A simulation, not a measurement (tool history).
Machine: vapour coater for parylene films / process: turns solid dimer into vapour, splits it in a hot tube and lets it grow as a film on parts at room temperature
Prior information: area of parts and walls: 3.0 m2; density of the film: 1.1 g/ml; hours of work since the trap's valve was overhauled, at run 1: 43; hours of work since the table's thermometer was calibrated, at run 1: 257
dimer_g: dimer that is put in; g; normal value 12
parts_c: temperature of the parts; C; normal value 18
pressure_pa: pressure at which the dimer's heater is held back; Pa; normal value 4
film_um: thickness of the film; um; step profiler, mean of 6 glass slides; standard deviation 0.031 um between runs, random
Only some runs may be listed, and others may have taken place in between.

run   hour  dimer_g  parts_c  pressure_pa  hours of work since the trap's valve was overhauled  hours of work since the table's thermometer was calibrated  film_um
  1      0       12       18            4                                                   43                                                         257     2.97
  2     13       12       18            4                                                   49                                                         264        3
  3   26.8       12       18            4                                                   56                                                         271     3.01
  4   38.1       12       18            4                                                   62                                                         276     3.03
  5   59.1       12       18            4                                                   72                                                         287     3.01
  6   73.9       12       18         2.72                                                   80                                                         294     3.23
  7   92.3       12       18         2.72                                                   89                                                         303      3.2
  8  109.3       12       18         2.72                                                   98                                                         312     3.23
  9  129.9       12       18         2.72                                                  108                                                         322      3.2
 10  154.2        6       18            4                                                  120                                                         334      1.5
     160.2  -- trap's valve overhauled
 11  177.4       12       21            4                                                    9                                                         344     2.68
 12  191.5       12       13            4                                                   16                                                         351     3.46
 13  202.2       12       13            4                                                   21                                                         356     3.49
 14  217.1       18       21            4                                                   28                                                         364     3.87
 15  232.2       18       15         8.53                                                   36                                                         371     4.15
 16    246       12       11            4                                                   43                                                         378     3.41

Estimate the outcome of run 17 from the log above:
     264.1  -- trap's valve overhauled, once more
 17  264.1        9       12         4.14                                                    0                                                         385        ?

{"run 17": {"film_um": 2.66}}
With the hidden condition absent and the run-to-run variation left alone, this run would have shown film_um 2.66 um.
